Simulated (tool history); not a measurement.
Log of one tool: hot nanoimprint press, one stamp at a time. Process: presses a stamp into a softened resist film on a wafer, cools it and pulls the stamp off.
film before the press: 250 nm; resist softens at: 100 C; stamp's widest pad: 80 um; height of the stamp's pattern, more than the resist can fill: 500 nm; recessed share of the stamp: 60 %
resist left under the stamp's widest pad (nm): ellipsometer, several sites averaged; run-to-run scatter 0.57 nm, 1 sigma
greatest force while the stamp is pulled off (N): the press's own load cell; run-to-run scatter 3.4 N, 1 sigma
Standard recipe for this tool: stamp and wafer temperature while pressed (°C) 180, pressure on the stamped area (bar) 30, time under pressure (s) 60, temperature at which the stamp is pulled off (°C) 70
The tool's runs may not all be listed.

run   hour  stamp and wafer temperature while pressed (°C)  pressure on the stamped area (bar)  time under pressure (s)  temperature at which the stamp is pulled off (°C)  resist left under the stamp's widest pad (nm)  greatest force while the stamp is pulled off (N)
  1      0                                             180                                  30                       60                                                 70                                          138.9                                               231
  2   11.7                                             180                                  30                       60                                                 70                                          138.2                                               234
  3   24.7                                             180                                  30                       60                                                 70                                          138.4                                               243
  4   39.3                                             174                                  30                       60                                                 70                                          166.2                                               241
  5   51.1                                             174                                  30                       88                                                 70                                          149.7                                               243
  6   66.5                                             180                                43.7                       60                                                 70                                          118.1                                               247
  7   78.8                                             180                                43.7                       60                                                 70                                          118.5                                               250
  8     90                                             180                                35.5                       60                                                 70                                          130.7                                               261
  9  103.7                                             170                                  30                       60                                                 70                                          186.9                                               255
 10  114.5                                             170                                  30                       60                                                 70                                          187.2                                               259
 11  124.4                                             170                                  30                       60                                                 70                                          186.4                                               265
 12  133.8                                             170                                  30                       60                                                 70                                            187                                               251
 13  148.8                                             170                                  30                       60                                                 70                                          187.5                                               264
 14  161.7                                             170                                44.6                       60                                                 70                                          164.5                                               264
     173.1  -- stamp cleaned and given a new release coat
 15  183.6                                             170                                44.6                       60                                                 70                                          165.4                                               170
     188.4  -- plate thermocouple calibrated
 16  202.4                                             180                                21.8                       60                                                 61                                          157.3                                               193
 17  214.7                                             189                                  30                       85                                                 70                                           91.9                                               173
 18  221.7                                             180                                  30                       52                                                 65                                          144.7                                               194
 19  237.4                                             180                                  30                       88                                                 70                                          122.2                                               174
 20  244.9                                             169                                  30                       88                                                 70                                          171.4                                               182
 21  257.5                                             169                                23.9                       88                                                 68                                          184.2                                               186
 22  271.3                                             191                                23.9                       88                                                 62                                           96.1                                               202
 23  279.4                                             180                                  38                       60                                                 70                                          124.7                                               184
 24  295.4                                             180                                  30                       98                                                 70                                          117.6                                               189
 25  306.8                                             180                                34.8                       98                                                 70                                          109.6                                               185
 26  315.7                                             180                                34.8                       98                                                 70                                          111.4                                               187
 27  332.5                                             176                                  30                       60                                                 67                                          157.6                                               203
 28  343.4                                             176                                  30                       60                                                 67                                          157.8                                               199
 29  352.5                                             176                                  30                       60                                                 67                                          157.7                                               207

Table of differences, measured result less the result of that run with no hidden state. Run-to-run variation is the same in both. Gauge scatter possibly is not:
The tool's hidden condition here consists of: true temperature over the reading, C; pressure that arrives at the usual setting, %; grip of the stamp's worn release coat, % over a new coat's; drift of the gauge itself on residual_nm, %; drift of the gauge itself on pull_off_n, %.
run  resist left under the stamp's widest pad (nm)  greatest force while the stamp is pulled off (N)
  1                                           +2.4                                               +69
  2                                           +2.6                                               +72
  3                                           +2.8                                               +76
  4                                           +3.2                                               +77
  5                                           +3.5                                               +80
  6                                           +3.8                                               +83
  7                                           +4.1                                               +86
  8                                           +4.1                                               +91
  9                                           +4.2                                               +91
 10                                           +4.4                                               +93
 11                                           +4.7                                               +96
 12                                           +4.8                                               +93
 13                                           +5.1                                               +99
 14                                           +6.6                                              +102
 15                                           +6.9                                                +5
 16                                           +0.7                                                +5
 17                                           +1.1                                                +7
 18                                           +1.5                                                +9
 19                                           +1.7                                               +11
 20                                           +1.8                                               +13
 21                                           +1.5                                               +15
 22                                           +1.5                                               +19
 23                                           +2.8                                               +19
 24                                           +2.5                                               +22
 25                                           +2.9                                               +23
 26                                           +3.1                                               +25
 27                                           +3.5                                               +31
 28                                           +3.6                                               +32
 29                                           +3.8                                               +35
